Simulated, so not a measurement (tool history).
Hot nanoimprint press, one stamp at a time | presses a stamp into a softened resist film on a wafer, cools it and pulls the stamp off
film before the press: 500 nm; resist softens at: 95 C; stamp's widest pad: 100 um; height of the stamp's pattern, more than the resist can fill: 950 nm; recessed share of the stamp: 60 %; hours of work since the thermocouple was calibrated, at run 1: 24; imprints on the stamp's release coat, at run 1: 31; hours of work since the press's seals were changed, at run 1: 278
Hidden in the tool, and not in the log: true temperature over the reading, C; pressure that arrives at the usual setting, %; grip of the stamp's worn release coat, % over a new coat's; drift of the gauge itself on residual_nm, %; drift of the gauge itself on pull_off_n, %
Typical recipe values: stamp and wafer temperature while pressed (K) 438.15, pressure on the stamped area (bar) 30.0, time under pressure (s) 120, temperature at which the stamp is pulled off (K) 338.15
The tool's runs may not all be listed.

run,hour,stamp and wafer temperature while pressed (K),pressure on the stamped area (bar),time under pressure (s),temperature at which the stamp is pulled off (K),hours of work since the thermocouple was calibrated,imprints on the stamp's release coat,hours of work since the press's seals were changed,resist left under the stamp's widest pad (nm),greatest force while the stamp is pulled off (N)
1,0.0,438.15,30.0,120,338.15,24,31,278,261.4,185
2,28.7,438.15,30.0,120,338.15,36,125,290,255.7,189
3,49.2,438.15,30.0,120,338.15,45,191,299,262.7,184
4,80.6,438.15,30.0,120,338.15,58,293,312,256.5,192
5,103.0,440.15,30.0,120,338.15,68,366,322,245.7,187
6,135.9,440.15,30.0,63,338.15,82,473,336,301.0,191
7,162.3,438.15,30.0,102,338.15,94,559,348,274.8,192
8,191.4,438.15,30.0,102,338.15,106,654,360,275.3,190
9,218.2,438.15,30.0,137,338.15,118,741,372,247.2,189
10,254.5,438.15,37.2,120,338.15,133,859,387,236.3,187
11,274.8,438.15,37.2,159,338.15,142,925,396,211.7,192
12,301.3,438.15,37.2,159,338.15,154,1012,407,211.4,185
13,327.4,438.15,30.0,81,338.15,165,1096,419,294.4,189
14,350.4,438.15,30.0,81,338.15,175,1171,429,295.9,187
15,373.4,438.15,30.0,182,338.15,185,1246,439,223.7,186

Forecast each of these 4 alternatives for the next run:
A,403.3,430.15,30.0,190,329.15,197,1343,451,?,?
B,403.3,446.15,33.1,182,338.15,197,1343,451,?,?
C,403.3,438.15,30.0,182,345.15,197,1343,451,?,?
D,403.3,438.15,30.0,193,329.15,197,1343,451,?,?

run,resist left under the stamp's widest pad (nm),greatest force while the stamp is pulled off (N)
A,286.1,203
B,163.3,187
C,222.1,185
D,215.3,202
Take away the tool's hidden state, keep each run's random variation, and the runs would have read:
run,resist left under the stamp's widest pad (nm),greatest force while the stamp is pulled off (N)
A,286.1,201
B,163.3,185
C,222.2,183
D,215.3,200
